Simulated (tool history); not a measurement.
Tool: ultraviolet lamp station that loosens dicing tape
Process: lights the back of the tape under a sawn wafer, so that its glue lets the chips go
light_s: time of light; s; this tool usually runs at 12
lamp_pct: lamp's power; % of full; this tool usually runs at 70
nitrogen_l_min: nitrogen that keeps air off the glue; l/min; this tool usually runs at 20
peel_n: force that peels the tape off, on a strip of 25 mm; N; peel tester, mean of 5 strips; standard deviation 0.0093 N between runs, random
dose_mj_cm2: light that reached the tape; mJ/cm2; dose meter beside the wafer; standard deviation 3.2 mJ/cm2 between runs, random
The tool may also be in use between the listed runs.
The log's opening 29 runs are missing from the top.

run     day  light_s  lamp_pct  nitrogen_l_min  peel_n  dose_mj_cm2
 30  21.850       10        90              18   0.352          519
 31  22.354       15        70               6   0.504          604
 32  22.904       15        70               6   0.488          615
 33  23.392       15        70               6   0.512          608
 34  23.950       20        71               9   0.246          824
 35  24.588       12        82               9   0.446          571
 36  25.479       12        82               9   0.436          570
 37  25.904       10        85               6   0.728          495
 38  26.717       12        70              11   0.548          488
 39  27.371       12        70              11   0.513          491
 40  28.054       12        70              11   0.522          490

Run 41, settings as shown, results not yet in. Your forecast:
 41  29.046       12        79               9       ?            ?

Run 41 came out at peel_n 0.472 N, dose_mj_cm2 546 mJ/cm2.
Were there no unlogged condition in the tool, this run, its random variation unchanged, would have produced peel_n 0.471 N, dose_mj_cm2 547 mJ/cm2.
